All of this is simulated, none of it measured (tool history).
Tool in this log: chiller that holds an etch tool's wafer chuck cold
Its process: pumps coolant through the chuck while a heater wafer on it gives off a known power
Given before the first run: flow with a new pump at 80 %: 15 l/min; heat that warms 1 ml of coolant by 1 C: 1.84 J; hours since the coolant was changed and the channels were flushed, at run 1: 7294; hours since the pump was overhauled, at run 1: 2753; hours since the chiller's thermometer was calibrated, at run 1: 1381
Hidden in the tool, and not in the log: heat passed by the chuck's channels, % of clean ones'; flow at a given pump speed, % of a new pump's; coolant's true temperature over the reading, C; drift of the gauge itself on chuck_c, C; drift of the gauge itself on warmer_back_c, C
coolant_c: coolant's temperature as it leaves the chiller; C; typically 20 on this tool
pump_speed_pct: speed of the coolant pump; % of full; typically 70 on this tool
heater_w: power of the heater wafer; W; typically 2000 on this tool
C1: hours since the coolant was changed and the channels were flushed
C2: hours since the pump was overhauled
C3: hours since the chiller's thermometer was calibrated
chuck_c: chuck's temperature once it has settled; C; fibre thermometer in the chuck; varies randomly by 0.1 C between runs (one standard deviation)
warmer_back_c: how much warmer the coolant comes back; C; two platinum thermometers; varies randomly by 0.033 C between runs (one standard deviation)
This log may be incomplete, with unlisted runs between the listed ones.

run 1 hour=0.0 | coolant_c=20 pump_speed_pct=70 heater_w=2000 | C1=7294 C2=2753 C3=1381 | chuck_c=44.1 warmer_back_c=5.12
run 2 hour=78.3 | coolant_c=20 pump_speed_pct=70 heater_w=2000 | C1=7372 C2=2831 C3=1459 | chuck_c=44.3 warmer_back_c=5.04
run 3 hour=153.7 | coolant_c=10 pump_speed_pct=70 heater_w=2000 | C1=7448 C2=2906 C3=1535 | chuck_c=34.2 warmer_back_c=5.11
run 4 hour=198.0 | coolant_c=20 pump_speed_pct=84 heater_w=2000 | C1=7492 C2=2950 C3=1579 | chuck_c=41.3 warmer_back_c=4.26
run 5 hour=272.2 | coolant_c=20 pump_speed_pct=70 heater_w=2000 | C1=7566 C2=3025 C3=1653 | chuck_c=44.5 warmer_back_c=5.10
-- hour=291.3 coolant changed, channels flushed
run 6 hour=364.7 | coolant_c=20 pump_speed_pct=71 heater_w=2000 | C1=73 C2=3111 C3=1740 | chuck_c=41.0 warmer_back_c=5.02
run 7 hour=406.3 | coolant_c=20 pump_speed_pct=71 heater_w=1658 | C1=115 C2=3153 C3=1782 | chuck_c=37.6 warmer_back_c=4.15
run 8 hour=464.5 | coolant_c=20 pump_speed_pct=71 heater_w=1658 | C1=173 C2=3211 C3=1840 | chuck_c=37.6 warmer_back_c=4.18
run 9 hour=558.8 | coolant_c=20 pump_speed_pct=96 heater_w=1249 | C1=268 C2=3305 C3=1934 | chuck_c=30.3 warmer_back_c=2.41
run 10 hour=607.1 | coolant_c=10 pump_speed_pct=69 heater_w=2123 | C1=316 C2=3354 C3=1982 | chuck_c=33.2 warmer_back_c=5.53
run 11 hour=703.2 | coolant_c=12 pump_speed_pct=70 heater_w=2993 | C1=412 C2=3450 C3=2078 | chuck_c=44.2 warmer_back_c=7.58
run 12 hour=796.6 | coolant_c=13 pump_speed_pct=97 heater_w=2074 | C1=505 C2=3543 C3=2172 | chuck_c=30.3 warmer_back_c=3.88
run 13 hour=839.0 | coolant_c=20 pump_speed_pct=82 heater_w=1475 | C1=548 C2=3586 C3=2214 | chuck_c=34.2 warmer_back_c=3.19
run 14 hour=896.1 | coolant_c=20 pump_speed_pct=70 heater_w=2015 | C1=605 C2=3643 C3=2271 | chuck_c=41.7 warmer_back_c=5.16
run 15 hour=947.5 | coolant_c=20 pump_speed_pct=74 heater_w=2000 | C1=656 C2=3694 C3=2323 | chuck_c=40.7 warmer_back_c=4.88
run 16 hour=1015.3 | coolant_c=14 pump_speed_pct=76 heater_w=1811 | C1=724 C2=3762 C3=2391 | chuck_c=32.3 warmer_back_c=4.26

Predict each of these 5 candidate next runs independently; none follows another, all start after run 16:
run A hour=1073.2 | coolant_c=20 pump_speed_pct=84 heater_w=1811 | C1=782 C2=3820 C3=2448 | chuck_c=? warmer_back_c=?
run B hour=1073.2 | coolant_c=20 pump_speed_pct=74 heater_w=2341 | C1=782 C2=3820 C3=2448 | chuck_c=? warmer_back_c=?
run C hour=1073.2 | coolant_c=12 pump_speed_pct=91 heater_w=1357 | C1=782 C2=3820 C3=2448 | chuck_c=? warmer_back_c=?
run D hour=1073.2 | coolant_c=15 pump_speed_pct=70 heater_w=1507 | C1=782 C2=3820 C3=2448 | chuck_c=? warmer_back_c=?
run E hour=1073.2 | coolant_c=26 pump_speed_pct=86 heater_w=2000 | C1=782 C2=3820 C3=2448 | chuck_c=? warmer_back_c=?

run=A chuck_c=36.9 warmer_back_c=3.91
run=B chuck_c=44.3 warmer_back_c=5.69
run=C chuck_c=23.7 warmer_back_c=2.71
run=D chuck_c=31.3 warmer_back_c=3.90
run=E chuck_c=44.4 warmer_back_c=4.24
The same runs, with their run-to-run variation unchanged, on a tool lacking any hidden condition would have given:
run=A chuck_c=36.3 warmer_back_c=3.76
run=B chuck_c=43.4 warmer_back_c=5.48
run=C chuck_c=23.4 warmer_back_c=2.61
run=D chuck_c=30.7 warmer_back_c=3.76
run=E chuck_c=43.7 warmer_back_c=4.09

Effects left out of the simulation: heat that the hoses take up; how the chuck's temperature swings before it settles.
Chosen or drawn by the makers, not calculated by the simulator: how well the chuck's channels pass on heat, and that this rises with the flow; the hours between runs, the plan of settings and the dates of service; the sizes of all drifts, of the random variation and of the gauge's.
